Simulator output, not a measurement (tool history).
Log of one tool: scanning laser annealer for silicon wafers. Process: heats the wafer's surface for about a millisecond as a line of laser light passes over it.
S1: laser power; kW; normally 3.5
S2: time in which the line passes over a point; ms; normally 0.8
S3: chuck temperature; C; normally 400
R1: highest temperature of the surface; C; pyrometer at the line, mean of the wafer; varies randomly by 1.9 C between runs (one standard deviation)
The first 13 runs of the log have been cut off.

{"run": 14, "day": 5.958, "S1": 3.034, "S2": 0.8, "S3": 400, "R1": 1011}
{"run": 15, "day": 6.358, "S1": 3.034, "S2": 0.8, "S3": 400, "R1": 1011}
{"run": 16, "day": 6.771, "S1": 3.442, "S2": 0.653, "S3": 416, "R1": 1066}
{"run": 17, "day": 7.342, "S1": 3.442, "S2": 0.653, "S3": 416, "R1": 1070}
{"run": 18, "day": 8.008, "S1": 3.694, "S2": 0.794, "S3": 369, "R1": 1142}
{"day": 8.254, "done": "optics aligned, line set to its width"}
{"run": 19, "day": 8.538, "S1": 3.694, "S2": 0.794, "S3": 369, "R1": 1139}
{"run": 20, "day": 8.817, "S1": 3.556, "S2": 0.579, "S3": 369, "R1": 1011}
{"run": 21, "day": 9.15, "S1": 3.202, "S2": 0.854, "S3": 369, "R1": 1034}
{"day": 9.633, "done": "optics aligned, line set to its width, once more"}
{"run": 22, "day": 9.662, "S1": 3.5, "S2": 0.562, "S3": 405, "R1": 1035}
{"run": 23, "day": 10.192, "S1": 3.5, "S2": 0.562, "S3": 405, "R1": 1035}
{"run": 24, "day": 10.767, "S1": 3.5, "S2": 0.828, "S3": 434, "R1": 1176}
{"run": 25, "day": 11.371, "S1": 3.5, "S2": 0.828, "S3": 434, "R1": 1178}
{"run": 26, "day": 11.925, "S1": 3.054, "S2": 0.8, "S3": 400, "R1": 1017}

Run 27 comes next. What will it give?
{"run": 27, "day": 12.267, "S1": 3.735, "S2": 0.625, "S3": 397, "R1": "?"}

{"run 27": {"R1": 1107}}
If the tool had no hidden condition, the same run with the same run-to-run variation would have returned R1 1117 C.
